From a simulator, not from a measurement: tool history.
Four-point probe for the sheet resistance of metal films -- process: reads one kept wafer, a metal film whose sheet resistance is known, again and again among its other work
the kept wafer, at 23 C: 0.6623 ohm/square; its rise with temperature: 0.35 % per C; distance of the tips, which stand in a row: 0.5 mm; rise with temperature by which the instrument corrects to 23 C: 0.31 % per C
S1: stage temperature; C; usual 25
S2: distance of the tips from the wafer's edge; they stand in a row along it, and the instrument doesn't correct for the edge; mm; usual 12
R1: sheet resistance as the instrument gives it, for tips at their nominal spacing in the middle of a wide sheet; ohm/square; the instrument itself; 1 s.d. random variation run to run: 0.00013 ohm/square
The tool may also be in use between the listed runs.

| run | hour | S1 | S2 | R1 |
|---|---|---|---|---|
| 1 | 0.0 | 25 | 12 | 0.662521 |
| 2 | 30.7 | 25 | 12 | 0.662962 |
| 3 | 55.7 | 25 | 12 | 0.662823 |
| 4 | 76.8 | 25 | 12 | 0.662648 |
| 5 | 94.6 | 25 | 12 | 0.662486 |
| 6 | 130.6 | 25 | 12 | 0.662533 |
| 7 | 156.3 | 25 | 38 | 0.661934 |
| 8 | 175.4 | 25 | 38 | 0.661861 |
| 9 | 211.8 | 25 | 38 | 0.662035 |
| 10 | 236.4 | 25 | 38 | 0.661756 |
| 11 | 263.9 | 25 | 38 | 0.661771 |
| 12 | 300.9 | 25 | 10 | 0.662633 |
| 13 | 318.1 | 25 | 10 | 0.662684 |
| 14 | 348.6 | 25 | 12 | 0.662226 |
| 15 | 379.5 | 25 | 29 | 0.662064 |
| 16 | 415.2 | 25 | 29 | 0.661590 |
| 17 | 451.5 | 25 | 29 | 0.661803 |
| 18 | 483.7 | 24 | 12 | 0.661812 |
| 19 | 515.0 | 24 | 12 | 0.661779 |
| 20 | 549.8 | 24 | 11 | 0.662095 |
| 21 | 582.4 | 24 | 11 | 0.661850 |
| 22 | 607.5 | 29 | 18 | 0.662987 |
|  | 610.9 | stage's thermometer calibrated |
| 23 | 642.9 | 29 | 12 | 0.662772 |
| 24 | 674.1 | 29 | 12 | 0.662887 |
| 25 | 691.7 | 21 | 12 | 0.660373 |
| 26 | 726.7 | 27 | 34 | 0.661735 |
| 27 | 742.9 | 27 | 34 | 0.661862 |

Estimate the outcome of run 28 from the log above:
|  | 766.4 | stage's thermometer calibrated, once more |
| 28 | 766.4 | 25 | 48 | ? |

{"run 28": {"R1": 0.662417}}
Were there no unlogged condition in the tool, this run, its random variation unchanged, would have produced R1 0.662761 ohm/square.

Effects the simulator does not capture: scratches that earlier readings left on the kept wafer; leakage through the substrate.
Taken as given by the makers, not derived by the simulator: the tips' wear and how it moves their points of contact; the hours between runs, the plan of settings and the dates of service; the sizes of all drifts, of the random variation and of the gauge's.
